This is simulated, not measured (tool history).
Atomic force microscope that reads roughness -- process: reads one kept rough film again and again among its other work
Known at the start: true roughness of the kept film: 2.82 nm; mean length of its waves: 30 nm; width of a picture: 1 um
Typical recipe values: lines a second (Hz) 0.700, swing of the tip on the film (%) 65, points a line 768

run,hour,lines a second (Hz),swing of the tip on the film (%),points a line,roughness of the kept film (nm (root mean square))
1,0.0,0.700,65,768,2.392
2,32.7,0.591,65,768,2.197
3,59.9,0.591,65,768,2.052
# hour 68.2: new tip fitted
4,90.3,0.591,65,768,2.367
5,140.7,0.591,65,768,2.078
# hour 153.9: new tip fitted
6,194.7,0.591,65,768,2.262
7,233.5,0.591,56,323,2.095
# hour 237.0: new tip fitted
8,291.1,1.713,72,914,2.087
# hour 322.3: new tip fitted
9,331.2,1.138,68,875,2.391
10,378.1,0.684,58,402,2.145

Run 11 is up next; what results do you expect?
# hour 404.9: new tip fitted
11,423.1,0.563,73,530,?

Run 11 produced roughness of the kept film (nm (root mean square)) 2.380.
Were there no unlogged condition in the tool, this run, its random variation unchanged, would have produced roughness of the kept film (nm (root mean square)) 2.517.
